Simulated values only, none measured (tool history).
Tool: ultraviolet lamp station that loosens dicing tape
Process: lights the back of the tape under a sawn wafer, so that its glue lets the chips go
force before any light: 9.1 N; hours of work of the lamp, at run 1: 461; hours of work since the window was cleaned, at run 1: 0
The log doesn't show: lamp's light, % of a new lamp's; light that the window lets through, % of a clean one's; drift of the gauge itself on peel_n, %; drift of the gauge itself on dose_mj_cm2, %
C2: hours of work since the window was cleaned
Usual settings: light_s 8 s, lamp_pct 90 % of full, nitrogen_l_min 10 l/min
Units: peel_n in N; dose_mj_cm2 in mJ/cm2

run 1 hour=0.0 | light_s=8 lamp_pct=90 nitrogen_l_min=10 | hours_of_work_of_the_lamp=461 C2=0 | peel_n=1.067 dose_mj_cm2=302
run 2 hour=29.2 | light_s=8 lamp_pct=90 nitrogen_l_min=10 | hours_of_work_of_the_lamp=476 C2=15 | peel_n=1.086 dose_mj_cm2=298
run 3 hour=69.6 | light_s=8 lamp_pct=90 nitrogen_l_min=10 | hours_of_work_of_the_lamp=497 C2=36 | peel_n=1.037 dose_mj_cm2=293
run 4 hour=94.4 | light_s=13 lamp_pct=90 nitrogen_l_min=10 | hours_of_work_of_the_lamp=509 C2=48 | peel_n=0.367 dose_mj_cm2=478
run 5 hour=140.3 | light_s=13 lamp_pct=90 nitrogen_l_min=10 | hours_of_work_of_the_lamp=533 C2=72 | peel_n=0.378 dose_mj_cm2=471
run 6 hour=174.5 | light_s=8 lamp_pct=90 nitrogen_l_min=10 | hours_of_work_of_the_lamp=550 C2=90 | peel_n=1.131 dose_mj_cm2=287
run 7 hour=219.8 | light_s=8 lamp_pct=90 nitrogen_l_min=10 | hours_of_work_of_the_lamp=574 C2=113 | peel_n=1.166 dose_mj_cm2=281
run 8 hour=254.1 | light_s=8 lamp_pct=90 nitrogen_l_min=10 | hours_of_work_of_the_lamp=591 C2=130 | peel_n=1.197 dose_mj_cm2=284
run 9 hour=283.3 | light_s=8 lamp_pct=90 nitrogen_l_min=10 | hours_of_work_of_the_lamp=606 C2=145 | peel_n=1.154 dose_mj_cm2=275
run 10 hour=316.4 | light_s=8 lamp_pct=90 nitrogen_l_min=10 | hours_of_work_of_the_lamp=623 C2=162 | peel_n=1.189 dose_mj_cm2=280
run 11 hour=345.8 | light_s=8 lamp_pct=90 nitrogen_l_min=6 | hours_of_work_of_the_lamp=638 C2=177 | peel_n=1.628 dose_mj_cm2=273
run 12 hour=379.7 | light_s=8 lamp_pct=90 nitrogen_l_min=10 | hours_of_work_of_the_lamp=656 C2=195 | peel_n=1.281 dose_mj_cm2=269
run 13 hour=412.1 | light_s=8 lamp_pct=90 nitrogen_l_min=10 | hours_of_work_of_the_lamp=672 C2=211 | peel_n=1.264 dose_mj_cm2=272
run 14 hour=433.7 | light_s=8 lamp_pct=60 nitrogen_l_min=10 | hours_of_work_of_the_lamp=683 C2=223 | peel_n=2.372 dose_mj_cm2=177
run 15 hour=464.3 | light_s=8 lamp_pct=90 nitrogen_l_min=10 | hours_of_work_of_the_lamp=699 C2=238 | peel_n=1.280 dose_mj_cm2=266
run 16 hour=486.0 | light_s=8 lamp_pct=90 nitrogen_l_min=10 | hours_of_work_of_the_lamp=710 C2=249 | peel_n=1.347 dose_mj_cm2=267
run 17 hour=524.1 | light_s=8 lamp_pct=90 nitrogen_l_min=10 | hours_of_work_of_the_lamp=730 C2=269 | peel_n=1.327 dose_mj_cm2=267
run 18 hour=543.3 | light_s=8 lamp_pct=90 nitrogen_l_min=10 | hours_of_work_of_the_lamp=740 C2=279 | peel_n=1.325 dose_mj_cm2=264
run 19 hour=563.9 | light_s=8 lamp_pct=90 nitrogen_l_min=10 | hours_of_work_of_the_lamp=750 C2=289 | peel_n=1.409 dose_mj_cm2=257
run 20 hour=602.0 | light_s=8 lamp_pct=90 nitrogen_l_min=10 | hours_of_work_of_the_lamp=770 C2=309 | peel_n=1.368 dose_mj_cm2=258
run 21 hour=638.6 | light_s=11 lamp_pct=90 nitrogen_l_min=10 | hours_of_work_of_the_lamp=788 C2=328 | peel_n=0.739 dose_mj_cm2=358
run 22 hour=666.1 | light_s=11 lamp_pct=90 nitrogen_l_min=10 | hours_of_work_of_the_lamp=803 C2=342 | peel_n=0.745 dose_mj_cm2=352
-- hour=668.9 window cleaned of glue's vapour
run 23 hour=704.3 | light_s=8 lamp_pct=87 nitrogen_l_min=3 | hours_of_work_of_the_lamp=822 C2=18 | peel_n=2.578 dose_mj_cm2=264
run 24 hour=741.1 | light_s=11 lamp_pct=60 nitrogen_l_min=5 | hours_of_work_of_the_lamp=841 C2=37 | peel_n=2.220 dose_mj_cm2=245
run 25 hour=767.2 | light_s=14 lamp_pct=60 nitrogen_l_min=5 | hours_of_work_of_the_lamp=854 C2=50 | peel_n=1.513 dose_mj_cm2=312
run 26 hour=804.0 | light_s=14 lamp_pct=60 nitrogen_l_min=5 | hours_of_work_of_the_lamp=873 C2=69 | peel_n=1.497 dose_mj_cm2=309
run 27 hour=841.2 | light_s=8 lamp_pct=67 nitrogen_l_min=10 | hours_of_work_of_the_lamp=892 C2=88 | peel_n=2.229 dose_mj_cm2=195
run 28 hour=866.2 | light_s=8 lamp_pct=90 nitrogen_l_min=8 | hours_of_work_of_the_lamp=905 C2=101 | peel_n=1.541 dose_mj_cm2=261
run 29 hour=887.1 | light_s=8 lamp_pct=90 nitrogen_l_min=8 | hours_of_work_of_the_lamp=916 C2=112 | peel_n=1.576 dose_mj_cm2=262
run 30 hour=916.9 | light_s=8 lamp_pct=90 nitrogen_l_min=8 | hours_of_work_of_the_lamp=931 C2=127 | peel_n=1.489 dose_mj_cm2=254
run 31 hour=959.9 | light_s=6 lamp_pct=99 nitrogen_l_min=18 | hours_of_work_of_the_lamp=953 C2=149 | peel_n=1.455 dose_mj_cm2=211
run 32 hour=997.0 | light_s=13 lamp_pct=99 nitrogen_l_min=14 | hours_of_work_of_the_lamp=972 C2=168 | peel_n=0.336 dose_mj_cm2=448
run 33 hour=1042.0 | light_s=13 lamp_pct=99 nitrogen_l_min=14 | hours_of_work_of_the_lamp=995 C2=191 | peel_n=0.324 dose_mj_cm2=449
run 34 hour=1077.9 | light_s=7 lamp_pct=99 nitrogen_l_min=8 | hours_of_work_of_the_lamp=1014 C2=210 | peel_n=1.765 dose_mj_cm2=239
run 35 hour=1114.3 | light_s=7 lamp_pct=99 nitrogen_l_min=8 | hours_of_work_of_the_lamp=1032 C2=229 | peel_n=1.803 dose_mj_cm2=235
run 36 hour=1160.8 | light_s=7 lamp_pct=99 nitrogen_l_min=8 | hours_of_work_of_the_lamp=1056 C2=252 | peel_n=1.820 dose_mj_cm2=237
run 37 hour=1190.5 | light_s=4 lamp_pct=60 nitrogen_l_min=8 | hours_of_work_of_the_lamp=1071 C2=268 | peel_n=5.205 dose_mj_cm2=82
run 38 hour=1236.5 | light_s=8 lamp_pct=90 nitrogen_l_min=3 | hours_of_work_of_the_lamp=1095 C2=291 | peel_n=2.888 dose_mj_cm2=239
run 39 hour=1271.8 | light_s=8 lamp_pct=90 nitrogen_l_min=20 | hours_of_work_of_the_lamp=1113 C2=309 | peel_n=1.112 dose_mj_cm2=234
run 40 hour=1318.4 | light_s=8 lamp_pct=90 nitrogen_l_min=16 | hours_of_work_of_the_lamp=1137 C2=333 | peel_n=1.293 dose_mj_cm2=232
-- hour=1338.3 window cleaned of glue's vapour
run 41 hour=1360.1 | light_s=5 lamp_pct=90 nitrogen_l_min=10 | hours_of_work_of_the_lamp=1158 C2=11 | peel_n=2.816 dose_mj_cm2=157
run 42 hour=1399.3 | light_s=5 lamp_pct=94 nitrogen_l_min=10 | hours_of_work_of_the_lamp=1178 C2=31 | peel_n=2.669 dose_mj_cm2=159
run 43 hour=1423.6 | light_s=5 lamp_pct=94 nitrogen_l_min=10 | hours_of_work_of_the_lamp=1191 C2=44 | peel_n=2.765 dose_mj_cm2=164

Hidden state or all else? Some run-to-run changes of peel_n, split into what the settings, what came in and random variation would give without the hidden state, and what is left for the hidden state (with any gauge scatter that isn't in both results):
Run 22 -> 23: light_s 11 -> 8, lamp_pct 90 -> 87, nitrogen_l_min 10 -> 3, window cleaned of glue's vapour. peel_n +1.833 N: hidden state +0.258, all else +1.575.
Run 31 -> 32: light_s 6 -> 13, nitrogen_l_min 18 -> 14. peel_n -1.119 N: hidden state -0.430, all else -0.689.
Run 33 -> 34: light_s 13 -> 7, nitrogen_l_min 14 -> 8. peel_n +1.441 N: hidden state +0.555, all else +0.886.
Run 36 -> 37: light_s 7 -> 4, lamp_pct 99 -> 60. peel_n +3.385 N: hidden state +0.199, all else +3.186.
Run 37 -> 38: light_s 4 -> 8, lamp_pct 60 -> 90, nitrogen_l_min 8 -> 3. peel_n -2.317 N: hidden state +0.041, all else -2.358.
Run 38 -> 39: nitrogen_l_min 3 -> 20. peel_n -1.776 N: hidden state -0.424, all else -1.352.

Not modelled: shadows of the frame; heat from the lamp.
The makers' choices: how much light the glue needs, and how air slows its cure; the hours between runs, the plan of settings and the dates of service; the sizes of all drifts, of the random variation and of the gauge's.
